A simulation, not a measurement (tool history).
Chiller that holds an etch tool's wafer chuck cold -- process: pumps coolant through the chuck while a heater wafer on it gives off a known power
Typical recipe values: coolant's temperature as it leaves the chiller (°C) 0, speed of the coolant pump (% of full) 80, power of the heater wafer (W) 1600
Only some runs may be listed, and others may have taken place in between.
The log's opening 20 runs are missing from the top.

run,hour,coolant's temperature as it leaves the chiller (°C),speed of the coolant pump (% of full),power of the heater wafer (W),hours since the coolant was changed and the channels were flushed,hours since the pump was overhauled,hours since the chiller's thermometer was calibrated,chuck's temperature once it has settled (°C),how much warmer the coolant comes back (C)
21,553.3,0,95,1748,6612,1648,1059,15.8,4.08
22,590.0,0,95,1748,6649,1685,1095,15.9,4.10
23,610.5,-2,93,1600,6669,1705,1116,12.9,3.84
24,632.4,4,66,1600,6691,1727,1138,23.8,5.35
25,675.9,4,66,1600,6735,1771,1181,23.9,5.37
26,719.3,4,66,1600,6778,1814,1225,23.9,5.37
27,759.5,-4,68,1775,6818,1854,1265,17.7,5.77
28,803.7,-4,69,1106,6863,1899,1309,9.2,3.55
29,847.6,0,91,2113,6907,1943,1353,20.0,5.15
30,883.7,0,91,2113,6943,1979,1389,20.1,5.09
31,924.3,-3,67,2284,6983,2019,1430,25.4,7.60
32,944.2,7,67,867,7003,2039,1450,17.7,2.89
33,987.9,3,92,1600,7047,2083,1493,18.2,3.87

Forecast each of these 3 alternatives for the next run:
A,1023.8,-8,62,1600,7083,2119,1529,?,?
B,1023.8,0,78,1600,7083,2119,1529,?,?
C,1023.8,7,92,837,7083,2119,1529,?,?

run,chuck's temperature once it has settled (°C),how much warmer the coolant comes back (C)
A,13.4,5.72
B,17.3,4.57
C,15.0,2.06
Without the tool's hidden state the same runs would have given:
run,chuck's temperature once it has settled (°C),how much warmer the coolant comes back (C)
A,9.5,5.49
B,14.2,4.39
C,13.6,1.98

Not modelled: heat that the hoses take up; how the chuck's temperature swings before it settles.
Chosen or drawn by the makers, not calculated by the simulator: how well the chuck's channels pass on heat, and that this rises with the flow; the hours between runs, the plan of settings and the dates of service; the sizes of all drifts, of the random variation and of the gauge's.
